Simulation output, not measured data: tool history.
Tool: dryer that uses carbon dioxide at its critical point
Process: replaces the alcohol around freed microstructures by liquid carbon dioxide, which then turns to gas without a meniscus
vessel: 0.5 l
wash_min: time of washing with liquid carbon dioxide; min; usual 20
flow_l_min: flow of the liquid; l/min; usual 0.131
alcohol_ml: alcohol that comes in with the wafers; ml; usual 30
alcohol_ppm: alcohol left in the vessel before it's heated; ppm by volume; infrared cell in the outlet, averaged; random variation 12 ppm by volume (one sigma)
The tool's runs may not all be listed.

Run 1, day 0.000: usual settings. Result: alcohol_ppm 918 ppm by volume.
Run 2, day 1.217: usual settings but flow_l_min 0.106 l/min. Result: alcohol_ppm 2112 ppm by volume.
Run 3, day 2.646: usual settings but flow_l_min 0.106 l/min. Result: alcohol_ppm 2125 ppm by volume.
Run 4, day 3.933: usual settings but wash_min 25 min, flow_l_min 0.106 l/min. Result: alcohol_ppm 976 ppm by volume.
Run 5, day 6.283: usual settings but wash_min 25 min, flow_l_min 0.106 l/min. Result: alcohol_ppm 981 ppm by volume.
Run 6, day 7.488: usual settings but wash_min 25 min, flow_l_min 0.106 l/min. Result: alcohol_ppm 1014 ppm by volume.
Run 7, day 9.438: usual settings but wash_min 25 min, flow_l_min 0.106 l/min. Result: alcohol_ppm 1020 ppm by volume.
Run 8, day 11.004: usual settings but wash_min 25 min, flow_l_min 0.106 l/min. Result: alcohol_ppm 1033 ppm by volume.
Run 9, day 12.767: usual settings. Result: alcohol_ppm 1022 ppm by volume.
Run 10, day 14.325: usual settings. Result: alcohol_ppm 1065 ppm by volume.
Run 11, day 15.925: usual settings but alcohol_ml 36 ml. Result: alcohol_ppm 1294 ppm by volume.
Run 12, day 18.196: usual settings but alcohol_ml 36 ml. Result: alcohol_ppm 1311 ppm by volume.
Run 13, day 19.808: usual settings but alcohol_ml 36 ml. Result: alcohol_ppm 1351 ppm by volume.
Run 14, day 21.292: usual settings but alcohol_ml 36 ml. Result: alcohol_ppm 1345 ppm by volume.
Run 15, day 22.800: usual settings but alcohol_ml 36 ml. Result: alcohol_ppm 1343 ppm by volume.
Run 16, day 24.004: usual settings. Result: alcohol_ppm 1187 ppm by volume.
Run 17, day 25.058: usual settings. Result: alcohol_ppm 1154 ppm by volume.
Run 18, day 26.679: usual settings but flow_l_min 0.118 l/min. Result: alcohol_ppm 1800 ppm by volume.
Run 19, day 28.017: usual settings but flow_l_min 0.118 l/min. Result: alcohol_ppm 1776 ppm by volume.
Run 20, day 30.579: usual settings but flow_l_min 0.087 l/min, alcohol_ml 47 ml. Result: alcohol_ppm 7196 ppm by volume.
Run 21, day 32.788: usual settings but wash_min 14 min, flow_l_min 0.089 l/min, alcohol_ml 47 ml. Result: alcohol_ppm 14869 ppm by volume.
At day 34.029: inlet filter changed.
Run 22, day 34.312: usual settings but wash_min 17 min, flow_l_min 0.124 l/min, alcohol_ml 47 ml. Result: alcohol_ppm 2950 ppm by volume.
Run 23, day 36.238: usual settings but wash_min 12 min, flow_l_min 0.127 l/min, alcohol_ml 22 ml. Result: alcohol_ppm 3624 ppm by volume.
Run 24, day 37.300: usual settings but wash_min 12 min, flow_l_min 0.127 l/min, alcohol_ml 22 ml. Result: alcohol_ppm 3710 ppm by volume.
Run 25, day 39.288: usual settings but wash_min 12 min, flow_l_min 0.127 l/min, alcohol_ml 22 ml. Result: alcohol_ppm 3687 ppm by volume.
Run 26, day 41.492: usual settings but alcohol_ml 79 ml. Result: alcohol_ppm 2307 ppm by volume.
Run 27, day 43.642: usual settings but wash_min 29 min, flow_l_min 0.205 l/min, alcohol_ml 35 ml. Result: alcohol_ppm 152 ppm by volume.
Run 28, day 45.175: usual settings but wash_min 12 min, flow_l_min 0.145 l/min, alcohol_ml 47 ml. Result: alcohol_ppm 5390 ppm by volume.
Run 29, day 47.792: usual settings but wash_min 12 min, flow_l_min 0.145 l/min, alcohol_ml 47 ml. Result: alcohol_ppm 5691 ppm by volume.
Run 30, day 48.858: usual settings but wash_min 25 min, flow_l_min 0.143 l/min, alcohol_ml 47 ml. Result: alcohol_ppm 435 ppm by volume.
Run 31, day 50.200: usual settings but wash_min 18 min, alcohol_ml 40 ml. Result: alcohol_ppm 1916 ppm by volume.
Run 32, day 51.858: usual settings but wash_min 18 min, alcohol_ml 40 ml. Result: alcohol_ppm 1936 ppm by volume.
Run 33, day 53.562: usual settings but flow_l_min 0.082 l/min, alcohol_ml 31 ml. Result: alcohol_ppm 4910 ppm by volume.
Run 34, day 55.617: usual settings but wash_min 14 min, flow_l_min 0.082 l/min, alcohol_ml 107 ml. Result: alcohol_ppm 37283 ppm by volume.
Run 35, day 57.471: usual settings but wash_min 30 min, flow_l_min 0.082 l/min, alcohol_ml 39 ml. Result: alcohol_ppm 1865 ppm by volume.
Run 36, day 59.954: usual settings but wash_min 27 min, flow_l_min 0.146 l/min, alcohol_ml 73 ml. Result: alcohol_ppm 449 ppm by volume.
Run 37, day 62.088: usual settings but wash_min 27 min, flow_l_min 0.146 l/min, alcohol_ml 73 ml. Result: alcohol_ppm 455 ppm by volume.

Hidden state or all else? Some run-to-run changes of alcohol_ppm, split into what the settings, what came in and random variation would give without the hidden state, and what is left for the hidden state (with any gauge scatter that isn't in both results):
The hidden state here: flow that reaches the vessel past the clogged filter, %; alcohol in the recycled carbon dioxide, ppm; drift of the gauge itself on alcohol_ppm, %.
Run 21 -> 22: wash_min 14 -> 17, flow_l_min 0.089 -> 0.124, inlet filter changed. alcohol_ppm -11919 ppm by volume: hidden state -2602, all else -9317.
Run 33 -> 34: wash_min 20 -> 14, alcohol_ml 31 -> 107. alcohol_ppm +32373 ppm by volume: hidden state +2512, all else +29861.
Run 34 -> 35: wash_min 14 -> 30, alcohol_ml 107 -> 39. alcohol_ppm -35418 ppm by volume: hidden state -2696, all else -32722.

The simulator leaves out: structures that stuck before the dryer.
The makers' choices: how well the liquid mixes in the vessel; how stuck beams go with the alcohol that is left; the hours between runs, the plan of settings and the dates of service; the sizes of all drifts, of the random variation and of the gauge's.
